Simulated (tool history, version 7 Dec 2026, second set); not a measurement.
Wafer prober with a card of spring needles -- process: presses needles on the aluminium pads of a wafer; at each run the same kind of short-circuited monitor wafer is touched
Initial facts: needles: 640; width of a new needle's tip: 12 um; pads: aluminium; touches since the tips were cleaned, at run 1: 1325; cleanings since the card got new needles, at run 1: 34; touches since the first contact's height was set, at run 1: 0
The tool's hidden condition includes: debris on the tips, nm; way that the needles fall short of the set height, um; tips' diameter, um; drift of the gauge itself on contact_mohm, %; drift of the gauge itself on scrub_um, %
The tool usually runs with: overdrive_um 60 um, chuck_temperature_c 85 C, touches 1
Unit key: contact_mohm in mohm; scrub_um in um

run,hour,overdrive_um,chuck_temperature_c,touches,touches since the tips were cleaned,cleanings since the card got new needles,touches since the first contact's height was set,contact_mohm,scrub_um
1,0,60,85,1,1325,34,0,210,15.55
# hour 24.5: tips cleaned on abrasive film
2,34.9,60,85,1,2883,35,9608,210,15.51
# hour 53.4: tips cleaned on abrasive film
3,62.7,60,85,1,2545,36,17240,208,15.47
# hour 84.2: tips cleaned on abrasive film
4,95.7,60,85,1,3176,37,26323,209,15.51
# hour 115.3: tips cleaned on abrasive film
5,129.6,60,85,1,3954,38,35678,209,15.44
# hour 144.5: tips cleaned on abrasive film
6,150.7,60,85,1,1710,39,41452,208,15.37
# hour 152.5: height of the first contact set anew
7,170.2,60,85,1,7035,39,4894,215,15.35
# hour 175: tips cleaned on abrasive film
8,194.5,60,85,1,5380,40,11563,209,15.33

For run 9, what comes out?
# hour 205.7: tips cleaned on abrasive film
9,216.9,46,44,1,3090,41,17712,?,?

Run 9 produced contact_mohm 205 mohm, scrub_um 11.65 um.
With the hidden condition absent and the run-to-run variation left alone, this run would have shown contact_mohm 192 mohm, scrub_um 11.93 um.
